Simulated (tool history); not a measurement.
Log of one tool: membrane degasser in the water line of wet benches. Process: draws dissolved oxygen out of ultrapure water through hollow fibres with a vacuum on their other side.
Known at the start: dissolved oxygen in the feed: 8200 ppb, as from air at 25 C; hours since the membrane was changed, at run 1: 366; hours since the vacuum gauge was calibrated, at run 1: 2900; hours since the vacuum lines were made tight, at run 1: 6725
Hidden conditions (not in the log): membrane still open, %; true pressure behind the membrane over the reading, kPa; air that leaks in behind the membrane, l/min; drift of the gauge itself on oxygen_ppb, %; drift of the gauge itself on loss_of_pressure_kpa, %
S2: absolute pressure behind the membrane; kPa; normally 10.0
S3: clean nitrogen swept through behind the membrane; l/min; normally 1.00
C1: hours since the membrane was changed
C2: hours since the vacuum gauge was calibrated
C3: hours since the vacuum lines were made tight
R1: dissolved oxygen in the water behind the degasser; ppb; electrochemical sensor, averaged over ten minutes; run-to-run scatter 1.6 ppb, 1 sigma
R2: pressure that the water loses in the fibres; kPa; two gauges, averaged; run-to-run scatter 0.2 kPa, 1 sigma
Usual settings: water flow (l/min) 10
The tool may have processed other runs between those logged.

Run 1, hour 0.0: usual settings; C1 366; C2 2900; C3 6725. Result: R1 183.1 ppb, R2 45.28 kPa.
Run 2, hour 30.3: usual settings; C1 397; C2 2931; C3 6755. Result: R1 180.7 ppb, R2 45.74 kPa.
Run 3, hour 80.3: usual settings but S2 11.9 kPa; C1 447; C2 2981; C3 6805. Result: R1 222.8 ppb, R2 45.56 kPa.
Run 4, hour 114.6: usual settings but S2 11.9 kPa; C1 481; C2 3015; C3 6839. Result: R1 223.7 ppb, R2 45.86 kPa.
Run 5, hour 148.3: usual settings but water flow (l/min) 8; C1 515; C2 3049; C3 6873. Result: R1 135.0 ppb, R2 36.34 kPa.
Run 6, hour 189.2: usual settings but water flow (l/min) 8; C1 555; C2 3090; C3 6914. Result: R1 135.4 ppb, R2 36.72 kPa.
Run 7, hour 232.8: usual settings but water flow (l/min) 8, S3 0.76 l/min; C1 599; C2 3133; C3 6958. Result: R1 170.5 ppb, R2 36.48 kPa.
Run 8, hour 271.5: usual settings but water flow (l/min) 8, S3 1.38 l/min; C1 638; C2 3172; C3 6996. Result: R1 101.4 ppb, R2 36.70 kPa.
Run 9, hour 304.5: usual settings but S3 1.13 l/min; C1 671; C2 3205; C3 7029. Result: R1 162.2 ppb, R2 45.80 kPa.
Run 10, hour 346.2: usual settings but S3 1.13 l/min; C1 713; C2 3247; C3 7071. Result: R1 161.8 ppb, R2 45.78 kPa.
Run 11, hour 385.8: usual settings but S3 1.13 l/min; C1 752; C2 3286; C3 7111. Result: R1 163.9 ppb, R2 45.69 kPa.
Run 12, hour 420.4: usual settings but water flow (l/min) 12, S2 24.9 kPa, S3 1.29 l/min; C1 787; C2 3321; C3 7145. Result: R1 498.4 ppb, R2 55.27 kPa.
Run 13, hour 457.5: usual settings but water flow (l/min) 12, S2 24.9 kPa, S3 1.29 l/min; C1 824; C2 3358; C3 7182. Result: R1 497.1 ppb, R2 54.75 kPa.
Run 14, hour 507.5: usual settings but water flow (l/min) 9, S2 20.9 kPa, S3 0.95 l/min; C1 874; C2 3408; C3 7232. Result: R1 396.7 ppb, R2 41.36 kPa.
Run 15, hour 553.7: usual settings but water flow (l/min) 8, S2 8.0 kPa, S3 1.09 l/min; C1 920; C2 3454; C3 7278. Result: R1 91.7 ppb, R2 37.03 kPa.
Run 16, hour 597.5: usual settings but water flow (l/min) 8, S2 8.0 kPa, S3 1.09 l/min; C1 964; C2 3498; C3 7322. Result: R1 92.3 ppb, R2 36.29 kPa.
Run 17, hour 645.9: usual settings but water flow (l/min) 8, S2 8.0 kPa, S3 1.09 l/min; C1 1012; C2 3546; C3 7371. Result: R1 91.4 ppb, R2 36.86 kPa.
Run 18, hour 676.4: usual settings but water flow (l/min) 8, S2 8.0 kPa, S3 1.09 l/min; C1 1043; C2 3577; C3 7401. Result: R1 91.8 ppb, R2 36.50 kPa.
Run 19, hour 714.4: usual settings but water flow (l/min) 11, S2 18.1 kPa, S3 2.96 l/min; C1 1081; C2 3615; C3 7439. Result: R1 166.5 ppb, R2 50.62 kPa.

What if the next run were any one of these 3? Each begins from the tool's condition after run 19:
Run A, hour 756.4: usual settings but S2 8.3 kPa; C1 1123; C2 3657; C3 7481. Result: R1 ?, R2 ?.
Run B, hour 756.4: usual settings but S2 6.8 kPa; C1 1123; C2 3657; C3 7481. Result: R1 ?, R2 ?.
Run C, hour 756.4: usual settings but water flow (l/min) 11, S2 9.8 kPa, S3 2.79 l/min; C1 1123; C2 3657; C3 7481. Result: R1 ?, R2 ?.

run     R1     R2
  A  142.0  45.99
  B  107.1  46.18
  C   99.5  50.84
Had the tool no hidden state, the same runs would have come out as:
run     R1     R2
  A  141.8  45.40
  B  107.0  45.59
  C   99.4  50.19
